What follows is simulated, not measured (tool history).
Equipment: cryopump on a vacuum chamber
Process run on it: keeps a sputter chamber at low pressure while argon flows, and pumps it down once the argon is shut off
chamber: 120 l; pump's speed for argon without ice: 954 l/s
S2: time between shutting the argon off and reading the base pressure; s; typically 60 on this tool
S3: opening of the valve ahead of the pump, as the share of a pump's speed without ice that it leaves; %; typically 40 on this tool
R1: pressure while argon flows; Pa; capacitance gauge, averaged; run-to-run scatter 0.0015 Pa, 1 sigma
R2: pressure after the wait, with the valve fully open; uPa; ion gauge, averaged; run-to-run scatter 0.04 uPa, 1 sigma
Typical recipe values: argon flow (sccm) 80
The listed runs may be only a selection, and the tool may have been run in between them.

{"run": 1, "hour": 0.0, "argon flow (sccm)": 80, "S2": 60, "S3": 40, "R1": 0.356, "R2": 2.78}
{"run": 2, "hour": 28.6, "argon flow (sccm)": 80, "S2": 60, "S3": 56, "R1": 0.2543, "R2": 2.83}
{"run": 3, "hour": 43.7, "argon flow (sccm)": 80, "S2": 60, "S3": 56, "R1": 0.2552, "R2": 2.9}
{"run": 4, "hour": 63.3, "argon flow (sccm)": 80, "S2": 60, "S3": 56, "R1": 0.2563, "R2": 2.96}
{"run": 5, "hour": 75.8, "argon flow (sccm)": 80, "S2": 115, "S3": 40, "R1": 0.3585, "R2": 1.95}
{"run": 6, "hour": 91.0, "argon flow (sccm)": 80, "S2": 60, "S3": 40, "R1": 0.3588, "R2": 3.08}
{"run": 7, "hour": 110.3, "argon flow (sccm)": 143, "S2": 243, "S3": 44, "R1": 0.5834, "R2": 1.56}
{"run": 8, "hour": 123.8, "argon flow (sccm)": 143, "S2": 243, "S3": 44, "R1": 0.5858, "R2": 1.66}
{"run": 9, "hour": 148.2, "argon flow (sccm)": 93, "S2": 60, "S3": 27, "R1": 0.6156, "R2": 3.16}
{"run": 10, "hour": 178.3, "argon flow (sccm)": 80, "S2": 38, "S3": 24, "R1": 0.5968, "R2": 4.46}
{"run": 11, "hour": 200.1, "argon flow (sccm)": 80, "S2": 252, "S3": 40, "R1": 0.3612, "R2": 1.83}
{"run": 12, "hour": 230.7, "argon flow (sccm)": 105, "S2": 42, "S3": 17, "R1": 1.1054, "R2": 4.29}

What if the next run were any one of these 4? Each begins from the tool's condition after run 12:
{"run": "A", "hour": 255.1, "argon flow (sccm)": 43, "S2": 26, "S3": 15, "R1": "?", "R2": "?"}
{"run": "B", "hour": 255.1, "argon flow (sccm)": 113, "S2": 69, "S3": 20, "R1": "?", "R2": "?"}
{"run": "C", "hour": 255.1, "argon flow (sccm)": 131, "S2": 182, "S3": 16, "R1": "?", "R2": "?"}
{"run": "D", "hour": 255.1, "argon flow (sccm)": 65, "S2": 65, "S3": 17, "R1": "?", "R2": "?"}

run=A R1=0.5108 R2=6.12
run=B R1=1.0081 R2=3.24
run=C R1=1.4569 R2=2.12
run=D R1=0.6882 R2=3.36
With no hidden state in the tool, these same runs would have given:
run=A R1=0.5067 R2=4.97
run=B R1=0.9971 R2=2.09
run=C R1=1.4442 R2=0.99
run=D R1=0.6818 R2=2.20
